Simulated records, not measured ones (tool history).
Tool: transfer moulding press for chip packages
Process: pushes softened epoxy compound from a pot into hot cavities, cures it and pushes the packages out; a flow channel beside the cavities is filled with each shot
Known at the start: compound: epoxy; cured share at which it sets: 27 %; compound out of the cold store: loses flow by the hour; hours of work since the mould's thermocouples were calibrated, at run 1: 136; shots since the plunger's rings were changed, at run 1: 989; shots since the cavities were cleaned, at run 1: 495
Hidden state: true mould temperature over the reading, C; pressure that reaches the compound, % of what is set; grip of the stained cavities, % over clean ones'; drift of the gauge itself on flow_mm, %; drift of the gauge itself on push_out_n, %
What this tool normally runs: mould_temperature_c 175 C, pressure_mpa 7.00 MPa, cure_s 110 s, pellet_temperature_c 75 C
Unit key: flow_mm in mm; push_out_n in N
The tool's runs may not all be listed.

run	hour	mould_temperature_c	pressure_mpa	cure_s	pellet_temperature_c	hours of work since the mould's thermocouples were calibrated	shots since the plunger's rings were changed	shots since the cavities were cleaned	incoming compound's hours out of the cold store	flow_mm	push_out_n
1	0.0	175	7.00	110	75	136	989	495	36.5	927	302
2	5.7	175	7.00	110	65	140	1046	552	12.8	1006	305
# hour 9.7: cavities cleaned with cleaning compound and waxed
3	18.6	175	7.00	110	65	146	1160	89	11.6	1015	299
4	31.2	175	7.00	110	65	153	1286	215	21.1	982	303
5	42.2	175	7.00	110	65	159	1395	324	10.7	1028	293
6	49.9	175	7.00	110	65	163	1472	401	12.1	1012	298
7	60.2	175	7.00	110	75	168	1575	504	31.7	935	293
# hour 68.9: cavities cleaned with cleaning compound and waxed
8	74.4	175	7.00	110	75	175	1702	55	38.3	922	303
9	85.0	175	7.00	110	75	181	1807	160	11.2	1010	302
10	93.3	175	7.00	110	75	186	1890	243	8.6	1019	309
11	106.0	175	7.00	110	75	193	2017	370	44.7	899	291
12	111.3	175	7.00	110	75	195	2069	422	13.3	1000	292
13	118.7	175	7.00	110	68	199	2144	497	17.5	992	300
14	126.3	175	7.00	110	75	204	2219	572	39.1	920	302
# hour 128.4: cavities cleaned with cleaning compound and waxed
15	137.1	175	7.00	110	75	209	2312	87	47.3	897	295
16	149.8	175	7.00	110	75	216	2439	214	35.8	928	289
17	160.9	171	7.05	139	75	222	2549	324	22.2	1008	273
18	166.3	171	8.66	96	75	225	2604	379	10.4	1156	500
19	179.1	171	8.66	96	75	232	2731	506	35.0	1069	476
# hour 187.9: cavities cleaned with cleaning compound and waxed
20	189.5	171	8.66	96	75	236	2820	16	18.6	1119	508
21	202.6	171	8.71	96	82	243	2950	146	10.2	1170	464
# hour 213.3: plunger's sealing rings changed
22	215.2	171	8.71	96	82	249	18	247	36.3	1054	438
23	224.2	171	8.71	96	83	254	108	337	13.3	1151	488
24	233.9	171	8.71	96	83	259	205	434	18.2	1126	447

Run 25 comes next. What will it give?
25	246.2	171	8.71	96	83	266	328	557	20.2	?	?

flow_mm: 1123 mm
push_out_n: 467 N
Without the tool's hidden state the same run would have given flow_mm 1123 mm, push_out_n 464 N.
